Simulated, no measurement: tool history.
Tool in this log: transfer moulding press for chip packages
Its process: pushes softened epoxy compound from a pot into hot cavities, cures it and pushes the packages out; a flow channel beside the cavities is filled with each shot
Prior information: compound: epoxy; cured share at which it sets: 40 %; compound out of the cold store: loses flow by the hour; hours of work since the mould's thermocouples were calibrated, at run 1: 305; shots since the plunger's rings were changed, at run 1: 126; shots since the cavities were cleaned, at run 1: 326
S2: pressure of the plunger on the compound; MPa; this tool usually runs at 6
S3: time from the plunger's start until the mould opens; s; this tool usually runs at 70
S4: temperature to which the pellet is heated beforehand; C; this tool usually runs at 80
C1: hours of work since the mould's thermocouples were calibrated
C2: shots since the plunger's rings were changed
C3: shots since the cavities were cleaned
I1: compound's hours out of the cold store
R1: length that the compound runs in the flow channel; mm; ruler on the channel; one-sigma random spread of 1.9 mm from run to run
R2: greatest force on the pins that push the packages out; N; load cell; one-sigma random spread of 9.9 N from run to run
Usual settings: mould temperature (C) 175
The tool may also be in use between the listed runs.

run 1 hour=0 | mould_temperature_(C)=175 S2=6 S3=70 S4=80 | C1=305 C2=126 C3=326 | I1=23 | R1=634 R2=662
-- hour=34.7 cavities cleaned with cleaning compound and waxed
run 2 hour=43 | mould_temperature_(C)=175 S2=6 S3=70 S4=80 | C1=333 C2=805 C3=136 | I1=23.6 | R1=630 R2=829
-- hour=91.4 cavities cleaned with cleaning compound and waxed
run 3 hour=101.5 | mould_temperature_(C)=175 S2=6 S3=70 S4=80 | C1=370 C2=1739 C3=166 | I1=9.1 | R1=649 R2=593
-- hour=146.4 cavities cleaned with cleaning compound and waxed
run 4 hour=167.4 | mould_temperature_(C)=175 S2=6 S3=100 S4=80 | C1=412 C2=2795 C3=344 | I1=23.4 | R1=620 R2=504
-- hour=200.2 cavities cleaned with cleaning compound and waxed
run 5 hour=228.9 | mould_temperature_(C)=175 S2=6 S3=100 S4=80 | C1=451 C2=3778 C3=471 | I1=18.8 | R1=619 R2=535
-- hour=252.2 cavities cleaned with cleaning compound and waxed
run 6 hour=269 | mould_temperature_(C)=175 S2=6 S3=100 S4=80 | C1=476 C2=4411 C3=276 | I1=37.7 | R1=583 R2=490
-- hour=305.4 cavities cleaned with cleaning compound and waxed
-- hour=314.3 mould's thermocouples calibrated
run 7 hour=349.3 | mould_temperature_(C)=175 S2=6 S3=100 S4=80 | C1=23 C2=5669 C3=686 | I1=24.4 | R1=591 R2=576
-- hour=361.1 cavities cleaned with cleaning compound and waxed
-- hour=417.2 plunger's sealing rings changed
-- hour=418.7 cavities cleaned with cleaning compound and waxed
run 8 hour=423.9 | mould_temperature_(C)=175 S2=6 S3=100 S4=80 | C1=68 C2=84 C3=84 | I1=12.5 | R1=654 R2=415
-- hour=444.7 cavities cleaned with cleaning compound and waxed, once more
run 9 hour=457.5 | mould_temperature_(C)=175 S2=6 S3=63 S4=80 | C1=89 C2=611 C3=209 | I1=12.4 | R1=647 R2=794
-- hour=500.1 cavities cleaned with cleaning compound and waxed
run 10 hour=536.7 | mould_temperature_(C)=175 S2=7.35 S3=80 S4=80 | C1=140 C2=1883 C3=600 | I1=25.8 | R1=685 R2=608
-- hour=554 cavities cleaned with cleaning compound and waxed
run 11 hour=570.4 | mould_temperature_(C)=175 S2=6.98 S3=66 S4=80 | C1=161 C2=2412 C3=270 | I1=36.3 | R1=645 R2=677
-- hour=608.9 cavities cleaned with cleaning compound and waxed
run 12 hour=618.7 | mould_temperature_(C)=175 S2=5.24 S3=70 S4=80 | C1=191 C2=3179 C3=161 | I1=25.8 | R1=569 R2=569
-- hour=660.1 cavities cleaned with cleaning compound and waxed
run 13 hour=674.4 | mould_temperature_(C)=181 S2=4.82 S3=70 S4=75 | C1=227 C2=4066 C3=235 | I1=9.2 | R1=555 R2=541
-- hour=714 cavities cleaned with cleaning compound and waxed
run 14 hour=749.7 | mould_temperature_(C)=181 S2=4.82 S3=70 S4=75 | C1=275 C2=5275 C3=585 | I1=44.7 | R1=497 R2=605

Hidden condition of the tool, last listed run before each entry between runs versus first listed run after:
In the gap between runs 1 and 2: cavities cleaned with cleaning compound and waxed (hour 34.7)
  true mould temperature over the reading, C: -0.52 -> -0.54; pressure that reaches the compound, % of what is set: 99.38 -> 97.96; grip of the stained cavities, % over clean ones': 40.3 -> 83
  measured less the result without the state, R1: -1 -> -6 mm; R2: +204 -> +389 N
In the gap between runs 2 and 3: cavities cleaned with cleaning compound and waxed (hour 91.4)
  true mould temperature over the reading, C: -0.54 -> -0.58; pressure that reaches the compound, % of what is set: 97.96 -> 95.73; grip of the stained cavities, % over clean ones': 83 -> 21.4
  measured less the result without the state, R1: -6 -> -13 mm; R2: +389 -> +120 N
In the gap between runs 3 and 4: cavities cleaned with cleaning compound and waxed (hour 146.4)
  true mould temperature over the reading, C: -0.58 -> -0.62; pressure that reaches the compound, % of what is set: 95.73 -> 93.55; grip of the stained cavities, % over clean ones': 21.4 -> 40
  measured less the result without the state, R1: -13 -> -19 mm; R2: +120 -> +146 N
In the gap between runs 4 and 5: cavities cleaned with cleaning compound and waxed (hour 200.2)
  true mould temperature over the reading, C: -0.62 -> -0.66; pressure that reaches the compound, % of what is set: 93.55 -> 91.39; grip of the stained cavities, % over clean ones': 40 -> 46.6
  measured less the result without the state, R1: -19 -> -27 mm; R2: +146 -> +172 N
In the gap between runs 5 and 6: cavities cleaned with cleaning compound and waxed (hour 252.2)
  true mould temperature over the reading, C: -0.66 -> -0.68; pressure that reaches the compound, % of what is set: 91.39 -> 90.02; grip of the stained cavities, % over clean ones': 46.6 -> 31.6
  measured less the result without the state, R1: -27 -> -30 mm; R2: +172 -> +118 N
In the gap between runs 6 and 7: cavities cleaned with cleaning compound and waxed (hour 305.4); mould's thermocouples calibrated (hour 314.3)
  true mould temperature over the reading, C: -0.68 -> -0.49; pressure that reaches the compound, % of what is set: 90.02 -> 87.38; grip of the stained cavities, % over clean ones': 31.6 -> 57.9
  measured less the result without the state, R1: -30 -> -40 mm; R2: +118 -> +212 N
In the gap between runs 7 and 8: cavities cleaned with cleaning compound and waxed (hour 361.1); plunger's sealing rings changed (hour 417.2); cavities cleaned with cleaning compound and waxed (hour 418.7)
  true mould temperature over the reading, C: -0.49 -> -0.53; pressure that reaches the compound, % of what is set: 87.38 -> 99.67; grip of the stained cavities, % over clean ones': 57.9 -> 12.8
  measured less the result without the state, R1: -40 -> +0 mm; R2: +212 -> +47 N
In the gap between runs 8 and 9: cavities cleaned with cleaning compound and waxed, once more (hour 444.7)
  true mould temperature over the reading, C: -0.53 -> -0.55; pressure that reaches the compound, % of what is set: 99.67 -> 98.48; grip of the stained cavities, % over clean ones': 12.8 -> 30
  measured less the result without the state, R1: +0 -> -4 mm; R2: +47 -> +204 N
In the gap between runs 9 and 10: cavities cleaned with cleaning compound and waxed (hour 500.1)
  true mould temperature over the reading, C: -0.55 -> -0.6; pressure that reaches the compound, % of what is set: 98.48 -> 95.58; grip of the stained cavities, % over clean ones': 30 -> 53.7
  measured less the result without the state, R1: -4 -> -14 mm; R2: +204 -> +220 N
In the gap between runs 10 and 11: cavities cleaned with cleaning compound and waxed (hour 554)
  true mould temperature over the reading, C: -0.6 -> -0.62; pressure that reaches the compound, % of what is set: 95.58 -> 94.32; grip of the stained cavities, % over clean ones': 53.7 -> 31.7
  measured less the result without the state, R1: -14 -> -18 mm; R2: +220 -> +182 N
In the gap between runs 11 and 12: cavities cleaned with cleaning compound and waxed (hour 608.9)
  true mould temperature over the reading, C: -0.62 -> -0.66; pressure that reaches the compound, % of what is set: 94.32 -> 92.68; grip of the stained cavities, % over clean ones': 31.7 -> 20.9
  measured less the result without the state, R1: -18 -> -21 mm; R2: +182 -> +114 N
In the gap between runs 12 and 13: cavities cleaned with cleaning compound and waxed (hour 660.1)
  true mould temperature over the reading, C: -0.66 -> -0.69; pressure that reaches the compound, % of what is set: 92.68 -> 90.82; grip of the stained cavities, % over clean ones': 20.9 -> 30.8
  measured less the result without the state, R1: -21 -> -26 mm; R2: +114 -> +132 N
In the gap between runs 13 and 14: cavities cleaned with cleaning compound and waxed (hour 714)
  true mould temperature over the reading, C: -0.69 -> -0.74; pressure that reaches the compound, % of what is set: 90.82 -> 88.09; grip of the stained cavities, % over clean ones': 30.8 -> 51.2
  measured less the result without the state, R1: -26 -> -31 mm; R2: +132 -> +208 N
